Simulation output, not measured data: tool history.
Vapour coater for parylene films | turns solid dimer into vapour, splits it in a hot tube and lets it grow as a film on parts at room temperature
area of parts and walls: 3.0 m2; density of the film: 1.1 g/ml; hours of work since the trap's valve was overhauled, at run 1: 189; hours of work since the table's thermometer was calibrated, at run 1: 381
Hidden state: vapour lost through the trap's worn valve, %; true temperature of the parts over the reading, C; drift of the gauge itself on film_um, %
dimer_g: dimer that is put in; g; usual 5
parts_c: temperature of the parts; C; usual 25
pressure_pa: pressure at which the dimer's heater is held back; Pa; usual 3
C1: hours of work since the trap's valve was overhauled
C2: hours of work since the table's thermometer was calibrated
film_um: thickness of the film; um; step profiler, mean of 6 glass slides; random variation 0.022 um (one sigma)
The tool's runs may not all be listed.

Run 1, hour 0: usual settings; C1 189; C2 381. Result: film_um 1.07 um.
Run 2, hour 29.6: usual settings; C1 206; C2 398. Result: film_um 1.05 um.
Run 3, hour 63.9: usual settings; C1 225; C2 417. Result: film_um 1.06 um.
Run 4, hour 100.7: usual settings; C1 247; C2 439. Result: film_um 1.08 um.
Run 5, hour 126: usual settings; C1 261; C2 453. Result: film_um 1.06 um.
Run 6, hour 164.3: usual settings; C1 283; C2 475. Result: film_um 1 um.
At hour 182.1: trap's valve overhauled.
Run 7, hour 192.3: usual settings; C1 6; C2 489. Result: film_um 1.17 um.
Run 8, hour 237.8: usual settings but pressure_pa 11.93 Pa; C1 32; C2 516. Result: film_um 0.98 um.
Run 9, hour 272.1: usual settings but parts_c 32 C; C1 52; C2 535. Result: film_um 0.85 um.
Run 10, hour 309.1: usual settings but parts_c 32 C; C1 73; C2 557. Result: film_um 0.87 um.
At hour 313.2: table's thermometer calibrated.
Run 11, hour 354.3: usual settings but dimer_g 4 g, pressure_pa 7.78 Pa; C1 99; C2 24. Result: film_um 0.78 um.
Run 12, hour 398.8: usual settings but dimer_g 4 g, pressure_pa 7.78 Pa; C1 124; C2 49. Result: film_um 0.79 um.
Run 13, hour 444.1: usual settings but pressure_pa 2.84 Pa; C1 151; C2 76. Result: film_um 1.06 um.
Run 14, hour 469: usual settings but parts_c 22 C; C1 165; C2 90. Result: film_um 1.15 um.
Run 15, hour 511.7: usual settings but parts_c 22 C; C1 190; C2 114. Result: film_um 1.18 um.
Run 16, hour 557.9: usual settings but pressure_pa 3.72 Pa; C1 216; C2 141. Result: film_um 1 um.
Run 17, hour 583.4: usual settings but pressure_pa 10.01 Pa; C1 231; C2 156. Result: film_um 0.89 um.
At hour 599.3: table's thermometer calibrated, once more.
Run 18, hour 633.1: usual settings but pressure_pa 10.01 Pa; C1 259; C2 20. Result: film_um 0.88 um.
Run 19, hour 657: usual settings but dimer_g 3 g; C1 273; C2 33. Result: film_um 0.56 um.
At hour 694.1: trap's valve overhauled.
Run 20, hour 710.2: usual settings but dimer_g 2 g; C1 9; C2 62. Result: film_um 0.46 um.

5 ways to go on from here, each from the tool as it stands after run 20. What would each give?
Run A, hour 741.1: usual settings but dimer_g 8 g, parts_c 20 C; C1 27; C2 79. Result: film_um ?.
Run B, hour 741.1: usual settings but dimer_g 6 g, parts_c 33 C, pressure_pa 3.07 Pa; C1 27; C2 79. Result: film_um ?.
Run C, hour 741.1: usual settings but dimer_g 2 g, parts_c 23 C, pressure_pa 2.8 Pa; C1 27; C2 79. Result: film_um ?.
Run D, hour 741.1: usual settings but dimer_g 7 g; C1 27; C2 79. Result: film_um ?.
Run E, hour 741.1: usual settings but dimer_g 8 g, parts_c 32 C, pressure_pa 5.99 Pa; C1 27; C2 79. Result: film_um ?.

run  film_um
  A     2.27
  B     1.03
  C      0.5
  D      1.6
  E     1.24
Without the tool's hidden state the same runs would have given:
run  film_um
  A     2.32
  B     1.05
  C     0.51
  D     1.64
  E     1.27

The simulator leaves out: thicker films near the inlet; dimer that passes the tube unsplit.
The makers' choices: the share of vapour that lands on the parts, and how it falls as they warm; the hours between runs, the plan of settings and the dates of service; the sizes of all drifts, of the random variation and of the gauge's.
